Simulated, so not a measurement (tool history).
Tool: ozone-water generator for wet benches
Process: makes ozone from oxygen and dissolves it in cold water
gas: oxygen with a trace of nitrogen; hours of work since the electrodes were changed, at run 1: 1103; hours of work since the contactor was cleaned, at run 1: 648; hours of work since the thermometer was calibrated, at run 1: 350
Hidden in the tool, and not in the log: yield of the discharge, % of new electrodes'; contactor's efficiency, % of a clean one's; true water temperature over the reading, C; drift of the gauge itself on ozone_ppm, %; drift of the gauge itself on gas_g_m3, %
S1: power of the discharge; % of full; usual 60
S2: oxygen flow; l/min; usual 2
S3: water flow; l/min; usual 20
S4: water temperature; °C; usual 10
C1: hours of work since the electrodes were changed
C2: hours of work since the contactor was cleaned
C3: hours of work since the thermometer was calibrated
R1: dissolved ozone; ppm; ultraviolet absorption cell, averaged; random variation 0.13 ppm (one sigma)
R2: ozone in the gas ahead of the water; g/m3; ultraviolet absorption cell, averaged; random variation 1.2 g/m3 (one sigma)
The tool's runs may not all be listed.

run,hour,S1,S2,S3,S4,C1,C2,C3,R1,R2
1,0,60,2,20,10,1103,648,350,14.1,208.1
2,32,60,2,20,10,1128,673,375,13.9,209.1
3,58.1,60,2,20,6,1148,694,395,14.6,207.6
4,84.1,60,1.57,20,10,1168,714,416,12.8,227.2
5,114.9,60,1.57,20,10,1192,738,440,12.9,227.4
6,163.8,60,1.57,20,10,1230,776,478,12.7,229.1
7,194.3,60,1.57,20,10,1254,799,501,12.7,226.9
8,218.1,60,1.57,20,10,1272,818,520,12.8,226.2
9,257.7,60,2,20,10,1303,849,551,14,207.9
10,281.4,60,2,20,10,1322,867,569,14.3,208.8
11,324.1,60,2,20,10,1355,900,602,14.1,209
12,356.6,60,2,20,10,1380,926,627,14.1,208.5
13,403.5,60,2,20,10,1417,962,664,14.1,209.3
14,429.1,60,2,20,10,1436,982,684,14.2,208.6
15,464.9,60,2,20,6,1464,1010,712,14.4,208.5
16,489.2,60,2,20,6,1483,1029,731,14.4,208.6
17,539.9,73,2,20,9,1523,1068,770,16.7,245.4
18,575.2,60,1.21,15,9,1550,1096,798,15.2,252.9
19,601.6,60,3.3,20,8,1571,1116,818,17.2,172.9
20,652.5,64,3.3,20,5,1610,1156,858,18.7,182
21,691.4,93,1.76,20,10,1640,1186,888,19.3,311.2
22,740.7,93,1.76,20,10,1679,1224,926,18.9,317.5
23,774.9,48,2.7,20,10,1705,1251,953,13.3,156
24,809.1,96,2.7,24,10,1732,1278,979,19.7,271.9
25,833.8,96,2.7,24,10,1751,1297,999,19.7,274.3
26,874.1,96,2.7,24,7,1782,1328,1030,20.3,275.2
27,920.2,96,2.7,24,7,1818,1364,1066,20.4,274.4
28,950.6,96,2.7,24,7,1842,1388,1089,20.2,275.5
29,1001.9,96,2.7,24,7,1882,1427,1129,20.1,273.2
30,1050.4,96,2.7,24,7,1920,1465,1167,19.9,273.3
31,1087.8,96,1.2,22,11,1949,1494,1196,14.9,371.2
32,1132.1,57,1.5,20,10,1983,1529,1230,11.8,223.1

5 ways to go on from here, each from the tool as it stands after run 32. What would each give?
A,1162.1,43,3.38,20,9,2006,1552,1254,?,?
B,1162.1,89,3.52,20,7,2006,1552,1254,?,?
C,1162.1,71,1.14,20,14,2006,1552,1254,?,?
D,1162.1,45,3.48,14,10,2006,1552,1254,?,?
E,1162.1,43,1.08,20,10,2006,1552,1254,?,?

run,R1,R2
A,13,130
B,24.8,233.3
C,12.4,296.7
D,18.4,133.5
E,8.2,201.1
Without the tool's hidden state the same runs would have given:
run,R1,R2
A,13,130
B,24.8,233.4
C,12.4,296.8
D,18.4,133.6
E,8.2,201.1
